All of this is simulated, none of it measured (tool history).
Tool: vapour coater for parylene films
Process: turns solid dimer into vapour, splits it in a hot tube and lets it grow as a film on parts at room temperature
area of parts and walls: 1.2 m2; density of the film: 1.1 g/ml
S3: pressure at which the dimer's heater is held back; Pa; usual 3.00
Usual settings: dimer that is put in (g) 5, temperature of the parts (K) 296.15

{"run": 1, "hour": 0.0, "dimer that is put in (g)": 5, "temperature of the parts (K)": 296.15, "S3": 3.0, "thickness of the film (um)": 2.78}
{"run": 2, "hour": 23.5, "dimer that is put in (g)": 5, "temperature of the parts (K)": 296.15, "S3": 3.0, "thickness of the film (um)": 2.74}
{"run": 3, "hour": 70.4, "dimer that is put in (g)": 5, "temperature of the parts (K)": 296.15, "S3": 3.0, "thickness of the film (um)": 2.67}
{"run": 4, "hour": 99.0, "dimer that is put in (g)": 5, "temperature of the parts (K)": 296.15, "S3": 11.31, "thickness of the film (um)": 2.36}
{"run": 5, "hour": 141.4, "dimer that is put in (g)": 7, "temperature of the parts (K)": 296.15, "S3": 3.0, "thickness of the film (um)": 3.68}
{"run": 6, "hour": 171.6, "dimer that is put in (g)": 7, "temperature of the parts (K)": 296.15, "S3": 3.0, "thickness of the film (um)": 3.71}
{"run": 7, "hour": 214.7, "dimer that is put in (g)": 7, "temperature of the parts (K)": 296.15, "S3": 3.0, "thickness of the film (um)": 3.64}
{"run": 8, "hour": 240.7, "dimer that is put in (g)": 7, "temperature of the parts (K)": 296.15, "S3": 3.0, "thickness of the film (um)": 3.62}
{"hour": 288.2, "done": "trap's valve overhauled"}
{"run": 9, "hour": 288.6, "dimer that is put in (g)": 8, "temperature of the parts (K)": 299.15, "S3": 3.0, "thickness of the film (um)": 4.11}
{"run": 10, "hour": 309.3, "dimer that is put in (g)": 8, "temperature of the parts (K)": 299.15, "S3": 3.0, "thickness of the film (um)": 4.08}
{"run": 11, "hour": 338.1, "dimer that is put in (g)": 7, "temperature of the parts (K)": 296.15, "S3": 3.0, "thickness of the film (um)": 3.86}
{"run": 12, "hour": 370.2, "dimer that is put in (g)": 5, "temperature of the parts (K)": 290.15, "S3": 6.71, "thickness of the film (um)": 2.98}
{"run": 13, "hour": 411.3, "dimer that is put in (g)": 5, "temperature of the parts (K)": 296.15, "S3": 3.0, "thickness of the film (um)": 2.71}
{"run": 14, "hour": 453.0, "dimer that is put in (g)": 5, "temperature of the parts (K)": 296.15, "S3": 2.7, "thickness of the film (um)": 2.74}
{"run": 15, "hour": 487.9, "dimer that is put in (g)": 5, "temperature of the parts (K)": 296.15, "S3": 2.7, "thickness of the film (um)": 2.74}

Forecast each of these 4 alternatives for the next run:
{"run": "A", "hour": 525.2, "dimer that is put in (g)": 5, "temperature of the parts (K)": 292.15, "S3": 4.66, "thickness of the film (um)": "?"}
{"run": "B", "hour": 525.2, "dimer that is put in (g)": 9, "temperature of the parts (K)": 294.15, "S3": 3.55, "thickness of the film (um)": "?"}
{"run": "C", "hour": 525.2, "dimer that is put in (g)": 3, "temperature of the parts (K)": 296.15, "S3": 3.94, "thickness of the film (um)": "?"}
{"run": "D", "hour": 525.2, "dimer that is put in (g)": 8, "temperature of the parts (K)": 295.15, "S3": 2.7, "thickness of the film (um)": "?"}

run=A thickness_of_the_film_(um)=2.78
run=B thickness_of_the_film_(um)=4.97
run=C thickness_of_the_film_(um)=1.55
run=D thickness_of_the_film_(um)=4.31
Without the tool's hidden state the same runs would have given:
run=A thickness_of_the_film_(um)=2.99
run=B thickness_of_the_film_(um)=5.34
run=C thickness_of_the_film_(um)=1.66
run=D thickness_of_the_film_(um)=4.62
